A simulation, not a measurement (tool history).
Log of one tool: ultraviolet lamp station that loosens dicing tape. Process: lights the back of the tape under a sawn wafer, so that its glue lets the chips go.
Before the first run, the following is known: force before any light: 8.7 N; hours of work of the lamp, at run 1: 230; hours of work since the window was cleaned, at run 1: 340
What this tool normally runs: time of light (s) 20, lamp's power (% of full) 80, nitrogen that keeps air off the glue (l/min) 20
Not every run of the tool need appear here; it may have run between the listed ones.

| run | hour | time of light (s) | lamp's power (% of full) | nitrogen that keeps air off the glue (l/min) | hours of work of the lamp | hours of work since the window was cleaned | force that peels the tape off (N) | light that reached the tape (mJ/cm2) |
|---|---|---|---|---|---|---|---|---|
| 1 | 0 | 20 | 80 | 20 | 230 | 340 | 1.155 | 211 |
| 2 | 8.4 | 20 | 80 | 20 | 235 | 345 | 1.181 | 209 |
| 3 | 20.4 | 20 | 80 | 20 | 242 | 352 | 1.229 | 203 |
| 4 | 29 | 20 | 80 | 20 | 247 | 357 | 1.277 | 204 |
| 5 | 39.3 | 20 | 80 | 20 | 254 | 364 | 1.232 | 209 |
| 6 | 45.8 | 20 | 80 | 20 | 258 | 368 | 1.24 | 202 |
| 7 | 56.2 | 20 | 80 | 20 | 264 | 374 | 1.238 | 200 |
| 8 | 69.5 | 21 | 80 | 20 | 272 | 382 | 1.17 | 211 |
| 9 | 81.9 | 21 | 80 | 20 | 279 | 389 | 1.199 | 209 |
| 10 | 92 | 20 | 80 | 20 | 285 | 395 | 1.314 | 199 |
| 11 | 99.1 | 20 | 80 | 20 | 290 | 400 | 1.311 | 198 |
| 12 | 108.4 | 19 | 79 | 20 | 295 | 405 | 1.44 | 188 |
| 13 | 120.4 | 23 | 80 | 20 | 303 | 413 | 0.979 | 223 |
| 14 | 129 | 23 | 80 | 20 | 308 | 418 | 1.023 | 227 |
| 15 | 139.1 | 20 | 97 | 35 | 314 | 424 | 0.628 | 239 |
| 16 | 145.9 | 13 | 97 | 11 | 318 | 428 | 2.612 | 153 |
| 17 | 154.1 | 10 | 88 | 19 | 323 | 433 | 3.197 | 114 |
| 18 | 168.5 | 20 | 77 | 28 | 332 | 442 | 1.246 | 188 |
| 19 | 179.7 | 20 | 80 | 21 | 338 | 448 | 1.386 | 192 |
| 20 | 193.4 | 17 | 81 | 27 | 347 | 457 | 1.561 | 167 |
| 21 | 202.8 | 17 | 81 | 27 | 352 | 462 | 1.551 | 164 |

Predict each of these 5 candidate next runs independently; none follows another, all start after run 21:
| A | 209.2 | 12 | 63 | 18 | 356 | 466 | ? | ? |
| B | 209.2 | 35 | 75 | 8 | 356 | 466 | ? | ? |
| C | 209.2 | 17 | 62 | 28 | 356 | 466 | ? | ? |
| D | 209.2 | 11 | 84 | 20 | 356 | 466 | ? | ? |
| E | 209.2 | 17 | 70 | 28 | 356 | 466 | ? | ? |

| run | force that peels the tape off (N) | light that reached the tape (mJ/cm2) |
|---|---|---|
| A | 3.729 | 95 |
| B | 1.115 | 310 |
| C | 2.26 | 124 |
| D | 3.05 | 109 |
| E | 1.913 | 142 |
Take away the tool's hidden state, keep each run's random variation, and the runs would have read:
| run | force that peels the tape off (N) | light that reached the tape (mJ/cm2) |
|---|---|---|
| A | 2.793 | 127 |
| B | 0.559 | 420 |
| C | 1.426 | 168 |
| D | 2.12 | 147 |
| E | 1.144 | 192 |
